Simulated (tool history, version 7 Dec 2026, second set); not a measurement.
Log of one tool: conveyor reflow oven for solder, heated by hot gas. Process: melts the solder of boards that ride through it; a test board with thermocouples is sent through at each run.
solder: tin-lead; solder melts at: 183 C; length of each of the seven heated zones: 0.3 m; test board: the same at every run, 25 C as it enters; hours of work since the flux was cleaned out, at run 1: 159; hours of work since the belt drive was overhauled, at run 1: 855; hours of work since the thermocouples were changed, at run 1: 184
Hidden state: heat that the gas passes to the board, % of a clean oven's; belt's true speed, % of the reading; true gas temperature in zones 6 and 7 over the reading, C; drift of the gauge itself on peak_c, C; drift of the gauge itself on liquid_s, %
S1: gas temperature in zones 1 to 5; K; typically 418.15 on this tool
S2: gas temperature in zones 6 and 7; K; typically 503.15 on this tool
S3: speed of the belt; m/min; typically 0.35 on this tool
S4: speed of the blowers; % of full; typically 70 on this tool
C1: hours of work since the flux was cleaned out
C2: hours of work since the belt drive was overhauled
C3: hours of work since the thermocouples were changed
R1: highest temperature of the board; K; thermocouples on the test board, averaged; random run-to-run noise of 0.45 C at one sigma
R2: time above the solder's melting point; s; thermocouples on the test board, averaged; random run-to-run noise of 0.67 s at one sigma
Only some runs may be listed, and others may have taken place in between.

Run 1, hour 0: usual settings; C1 159; C2 855; C3 184. Result: R1 487.35 K, R2 79 s.
Run 2, hour 35.2: usual settings but S1 433.15 K; C1 180; C2 875; C3 205. Result: R1 491.35 K, R2 91.8 s.
Run 3, hour 63.6: usual settings but S1 431.15 K; C1 196; C2 892; C3 221. Result: R1 489.55 K, R2 89.8 s.
Run 4, hour 96.4: usual settings but S4 85 % of full; C1 215; C2 911; C3 241. Result: R1 488.95 K, R2 79.2 s.
At hour 127.5: flux residue cleaned out of gas plates and filters.
Run 5, hour 129.2: usual settings but S4 82 % of full; C1 1; C2 927; C3 257. Result: R1 490.45 K, R2 82.9 s.
Run 6, hour 164.9: usual settings; C1 22; C2 948; C3 278. Result: R1 489.15 K, R2 80.3 s.
Run 7, hour 184.5: usual settings; C1 33; C2 959; C3 289. Result: R1 489.25 K, R2 81.5 s.
Run 8, hour 200.6: usual settings but S1 411.15 K; C1 43; C2 969; C3 299. Result: R1 488.25 K, R2 76 s.
Run 9, hour 230.8: usual settings but S4 60 % of full; C1 60; C2 986; C3 316. Result: R1 487.05 K, R2 78.2 s.
Run 10, hour 259.5: usual settings; C1 77; C2 1003; C3 333. Result: R1 488.35 K, R2 80.1 s.
Run 11, hour 293.8: usual settings; C1 97; C2 1023; C3 353. Result: R1 488.25 K, R2 79.1 s.
Run 12, hour 318.1: usual settings; C1 111; C2 1037; C3 367. Result: R1 488.55 K, R2 79.8 s.
Run 13, hour 338.1: usual settings; C1 123; C2 1049; C3 379. Result: R1 488.45 K, R2 78.7 s.
Run 14, hour 354.3: usual settings; C1 132; C2 1059; C3 388. Result: R1 488.65 K, R2 80.6 s.
Run 15, hour 379: usual settings but S2 492.15 K; C1 147; C2 1073; C3 403. Result: R1 478.35 K, R2 66.6 s.
Run 16, hour 395.4: usual settings but S2 492.15 K; C1 156; C2 1083; C3 412. Result: R1 477.95 K, R2 67.6 s.
Run 17, hour 422: usual settings but S1 429.15 K, S2 492.15 K; C1 172; C2 1098; C3 428. Result: R1 479.55 K, R2 77.1 s.
Run 18, hour 444.2: usual settings but S1 413.15 K, S2 492.15 K, S4 57 % of full; C1 185; C2 1111; C3 441. Result: R1 475.15 K, R2 57.6 s.
Run 19, hour 473.9: usual settings but S2 513.15 K, S3 0.388 m/min; C1 202; C2 1128; C3 458. Result: R1 492.65 K, R2 74.8 s.
Run 20, hour 503.8: usual settings but S2 514.15 K, S3 0.351 m/min, S4 63 % of full; C1 220; C2 1146; C3 476. Result: R1 494.75 K, R2 86.3 s.
At hour 527.8: flux residue cleaned out of gas plates and filters.
Run 21, hour 536.6: usual settings but S2 514.15 K, S3 0.351 m/min, S4 63 % of full; C1 5; C2 1162; C3 492. Result: R1 496.65 K, R2 88.7 s.
At hour 542.5: belt drive overhauled, speed set with a stopwatch.
Run 22, hour 572.8: usual settings but S1 414.15 K, S2 502.15 K; C1 24; C2 18; C3 511. Result: R1 486.55 K, R2 77.5 s.
Run 23, hour 596.3: usual settings but S2 515.15 K, S3 0.292 m/min, S4 85 % of full; C1 38; C2 31; C3 524. Result: R1 505.55 K, R2 115.5 s.
Run 24, hour 622: usual settings but S4 56 % of full; C1 53; C2 46; C3 539. Result: R1 486.05 K, R2 76.9 s.
Run 25, hour 654.9: usual settings but S1 431.15 K, S4 56 % of full; C1 72; C2 66; C3 559. Result: R1 487.25 K, R2 87.6 s.
Run 26, hour 671.8: usual settings but S1 431.15 K, S4 56 % of full; C1 82; C2 75; C3 568. Result: R1 488.45 K, R2 88.8 s.
Run 27, hour 699.6: usual settings but S1 408.15 K, S2 515.15 K, S3 0.328 m/min, S4 77 % of full; C1 98; C2 92; C3 585. Result: R1 499.75 K, R2 94 s.
Run 28, hour 729.7: usual settings but S1 408.15 K, S2 515.15 K, S3 0.328 m/min, S4 77 % of full; C1 116; C2 109; C3 602. Result: R1 500.25 K, R2 92.5 s.
At hour 751: belt drive overhauled, speed set with a stopwatch, once more.
Run 29, hour 756.7: usual settings but S1 406.15 K, S2 494.15 K, S3 0.364 m/min, S4 75 % of full; C1 129; C2 3; C3 616. Result: R1 476.95 K, R2 55.1 s.
Run 30, hour 775.5: usual settings but S1 409.15 K, S2 495.15 K, S3 0.342 m/min, S4 61 % of full; C1 140; C2 14; C3 627. Result: R1 477.95 K, R2 61.3 s.

What differs in the tool's unlogged condition from the final listed run ahead of each entry between runs to the first listed run following it?
Run 4 -> run 5: flux residue cleaned out of gas plates and filters (hour 127.5)
  heat that the gas passes to the board, % of a clean oven's: 90.9 -> 99.3; belt's true speed, % of the reading: 98.58 -> 98.55; true gas temperature in zones 6 and 7 over the reading, C: -0.41 -> -0.45
  measured minus no-state result, R1: -2 -> -0.1 K; R2: -1.2 -> +1.1 s
Run 20 -> run 21: flux residue cleaned out of gas plates and filters (hour 527.8)
  heat that the gas passes to the board, % of a clean oven's: 90.7 -> 99.7; belt's true speed, % of the reading: 98.22 -> 98.19; true gas temperature in zones 6 and 7 over the reading, C: -1.04 -> -1.09
  measured minus no-state result, R1: -2.4 -> -0.5 K; R2: -0.8 -> +1.3 s
Run 21 -> run 22: belt drive overhauled, speed set with a stopwatch (hour 542.5)
  heat that the gas passes to the board, % of a clean oven's: 99.7 -> 98.9; belt's true speed, % of the reading: 98.19 -> 97.61; true gas temperature in zones 6 and 7 over the reading, C: -1.09 -> -1.14
  measured minus no-state result, R1: -0.5 -> -0.5 K; R2: +1.3 -> +1.5 s
Run 28 -> run 29: belt drive overhauled, speed set with a stopwatch, once more (hour 751)
  heat that the gas passes to the board, % of a clean oven's: 95.1 -> 94.6; belt's true speed, % of the reading: 97.47 -> 99.86; true gas temperature in zones 6 and 7 over the reading, C: -1.4 -> -1.43
  measured minus no-state result, R1: -1.6 -> -2.4 K; R2: +1 -> -4.1 s
